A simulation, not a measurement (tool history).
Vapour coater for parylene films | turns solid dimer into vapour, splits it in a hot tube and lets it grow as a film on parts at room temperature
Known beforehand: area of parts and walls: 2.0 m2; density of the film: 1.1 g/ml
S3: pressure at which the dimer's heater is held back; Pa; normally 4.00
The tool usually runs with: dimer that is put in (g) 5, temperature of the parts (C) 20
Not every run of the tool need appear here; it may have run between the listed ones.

{"run": 1, "hour": 0.0, "dimer that is put in (g)": 5, "temperature of the parts (C)": 20, "S3": 4.0, "thickness of the film (µm)": 1.28}
{"run": 2, "hour": 47.0, "dimer that is put in (g)": 5, "temperature of the parts (C)": 20, "S3": 8.32, "thickness of the film (µm)": 1.19}
{"run": 3, "hour": 90.2, "dimer that is put in (g)": 5, "temperature of the parts (C)": 20, "S3": 4.0, "thickness of the film (µm)": 1.3}
{"run": 4, "hour": 134.9, "dimer that is put in (g)": 5, "temperature of the parts (C)": 20, "S3": 10.66, "thickness of the film (µm)": 1.17}
{"run": 5, "hour": 191.5, "dimer that is put in (g)": 5, "temperature of the parts (C)": 25, "S3": 4.0, "thickness of the film (µm)": 1.18}
{"run": 6, "hour": 241.6, "dimer that is put in (g)": 5, "temperature of the parts (C)": 20, "S3": 7.95, "thickness of the film (µm)": 1.2}
{"run": 7, "hour": 297.2, "dimer that is put in (g)": 5, "temperature of the parts (C)": 20, "S3": 7.95, "thickness of the film (µm)": 1.21}
{"hour": 346.1, "done": "trap's valve overhauled"}
{"run": 8, "hour": 356.0, "dimer that is put in (g)": 5, "temperature of the parts (C)": 20, "S3": 4.0, "thickness of the film (µm)": 1.31}
{"run": 9, "hour": 433.9, "dimer that is put in (g)": 5, "temperature of the parts (C)": 20, "S3": 4.0, "thickness of the film (µm)": 1.3}
{"run": 10, "hour": 487.7, "dimer that is put in (g)": 5, "temperature of the parts (C)": 23, "S3": 4.0, "thickness of the film (µm)": 1.24}
{"run": 11, "hour": 550.6, "dimer that is put in (g)": 5, "temperature of the parts (C)": 23, "S3": 4.0, "thickness of the film (µm)": 1.22}
{"run": 12, "hour": 603.5, "dimer that is put in (g)": 5, "temperature of the parts (C)": 23, "S3": 4.0, "thickness of the film (µm)": 1.18}
{"run": 13, "hour": 661.9, "dimer that is put in (g)": 5, "temperature of the parts (C)": 23, "S3": 4.0, "thickness of the film (µm)": 1.23}
{"run": 14, "hour": 717.8, "dimer that is put in (g)": 5, "temperature of the parts (C)": 23, "S3": 4.0, "thickness of the film (µm)": 1.24}
{"run": 15, "hour": 782.7, "dimer that is put in (g)": 3, "temperature of the parts (C)": 20, "S3": 2.09, "thickness of the film (µm)": 0.83}
{"run": 16, "hour": 858.8, "dimer that is put in (g)": 4, "temperature of the parts (C)": 20, "S3": 2.09, "thickness of the film (µm)": 1.13}
{"run": 17, "hour": 935.3, "dimer that is put in (g)": 4, "temperature of the parts (C)": 20, "S3": 2.09, "thickness of the film (µm)": 1.11}
{"run": 18, "hour": 1007.0, "dimer that is put in (g)": 3, "temperature of the parts (C)": 19, "S3": 2.09, "thickness of the film (µm)": 0.85}
{"run": 19, "hour": 1063.1, "dimer that is put in (g)": 6, "temperature of the parts (C)": 23, "S3": 8.42, "thickness of the film (µm)": 1.33}
{"run": 20, "hour": 1113.0, "dimer that is put in (g)": 7, "temperature of the parts (C)": 20, "S3": 2.04, "thickness of the film (µm)": 1.96}
{"run": 21, "hour": 1182.5, "dimer that is put in (g)": 7, "temperature of the parts (C)": 22, "S3": 10.34, "thickness of the film (µm)": 1.56}
{"run": 22, "hour": 1234.7, "dimer that is put in (g)": 7, "temperature of the parts (C)": 22, "S3": 10.34, "thickness of the film (µm)": 1.58}
{"run": 23, "hour": 1275.3, "dimer that is put in (g)": 7, "temperature of the parts (C)": 13, "S3": 10.34, "thickness of the film (µm)": 1.88}
{"run": 24, "hour": 1317.0, "dimer that is put in (g)": 3, "temperature of the parts (C)": 20, "S3": 4.0, "thickness of the film (µm)": 0.79}
{"run": 25, "hour": 1372.7, "dimer that is put in (g)": 3, "temperature of the parts (C)": 15, "S3": 4.0, "thickness of the film (µm)": 0.87}
{"run": 26, "hour": 1408.9, "dimer that is put in (g)": 6, "temperature of the parts (C)": 28, "S3": 4.23, "thickness of the film (µm)": 1.28}
{"hour": 1462.8, "done": "table's thermometer calibrated"}
{"hour": 1471.7, "done": "trap's valve overhauled"}
{"run": 27, "hour": 1475.7, "dimer that is put in (g)": 4, "temperature of the parts (C)": 28, "S3": 2.08, "thickness of the film (µm)": 0.95}
{"run": 28, "hour": 1510.0, "dimer that is put in (g)": 4, "temperature of the parts (C)": 28, "S3": 2.08, "thickness of the film (µm)": 0.95}

Below are 3 alternative next runs, each starting from the tool's condition after run 28. Predict each:
{"run": "A", "hour": 1574.2, "dimer that is put in (g)": 4, "temperature of the parts (C)": 14, "S3": 6.92, "thickness of the film (µm)": "?"}
{"run": "B", "hour": 1574.2, "dimer that is put in (g)": 4, "temperature of the parts (C)": 30, "S3": 4.0, "thickness of the film (µm)": "?"}
{"run": "C", "hour": 1574.2, "dimer that is put in (g)": 5, "temperature of the parts (C)": 31, "S3": 3.52, "thickness of the film (µm)": "?"}

run=A thickness_of_the_film_(µm)=1.13
run=B thickness_of_the_film_(µm)=0.83
run=C thickness_of_the_film_(µm)=1.03
Stripped of hidden state, with their random variation kept, the same runs would have yielded:
run=A thickness_of_the_film_(µm)=1.13
run=B thickness_of_the_film_(µm)=0.83
run=C thickness_of_the_film_(µm)=1.03

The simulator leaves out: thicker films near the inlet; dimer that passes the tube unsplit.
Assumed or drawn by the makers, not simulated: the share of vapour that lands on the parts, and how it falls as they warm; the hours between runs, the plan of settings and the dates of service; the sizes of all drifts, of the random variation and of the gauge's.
